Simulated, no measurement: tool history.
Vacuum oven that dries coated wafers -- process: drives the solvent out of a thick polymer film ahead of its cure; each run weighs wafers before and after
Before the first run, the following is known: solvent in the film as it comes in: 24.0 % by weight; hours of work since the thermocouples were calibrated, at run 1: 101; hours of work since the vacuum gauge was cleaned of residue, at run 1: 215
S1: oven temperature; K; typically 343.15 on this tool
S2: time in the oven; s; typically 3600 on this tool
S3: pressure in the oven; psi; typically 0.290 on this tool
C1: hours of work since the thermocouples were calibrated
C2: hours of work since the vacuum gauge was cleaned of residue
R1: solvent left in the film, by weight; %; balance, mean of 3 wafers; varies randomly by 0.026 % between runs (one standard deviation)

run 1 hour=0.0 | S1=343.15 S2=3600 S3=0.290 | C1=101 C2=215 | R1=3.06
run 2 hour=18.8 | S1=343.15 S2=3600 S3=0.290 | C1=110 C2=224 | R1=2.99
run 3 hour=45.2 | S1=343.15 S2=3600 S3=0.290 | C1=124 C2=238 | R1=2.97
run 4 hour=62.0 | S1=343.15 S2=3600 S3=0.368 | C1=132 C2=246 | R1=3.21
run 5 hour=82.9 | S1=343.15 S2=3600 S3=0.260 | C1=142 C2=256 | R1=2.89
run 6 hour=98.9 | S1=343.15 S2=3600 S3=0.260 | C1=150 C2=264 | R1=2.90
-- hour=102.9 oven's thermocouples calibrated
run 7 hour=125.2 | S1=328.15 S2=3600 S3=0.154 | C1=11 C2=277 | R1=9.65
run 8 hour=135.9 | S1=334.15 S2=4200 S3=0.177 | C1=17 C2=282 | R1=5.61
run 9 hour=151.6 | S1=330.15 S2=4920 S3=0.187 | C1=24 C2=290 | R1=6.74
run 10 hour=169.1 | S1=330.15 S2=4920 S3=0.187 | C1=33 C2=298 | R1=6.72

Estimate the outcome of run 11 from the log above:
run 11 hour=184.1 | S1=330.15 S2=4920 S3=0.187 | C1=41 C2=306 | R1=?

Logged for run 11: R1 6.73 %.
On a tool with no hidden condition, and with the same random variation, this run would have come out at R1 6.78 %.

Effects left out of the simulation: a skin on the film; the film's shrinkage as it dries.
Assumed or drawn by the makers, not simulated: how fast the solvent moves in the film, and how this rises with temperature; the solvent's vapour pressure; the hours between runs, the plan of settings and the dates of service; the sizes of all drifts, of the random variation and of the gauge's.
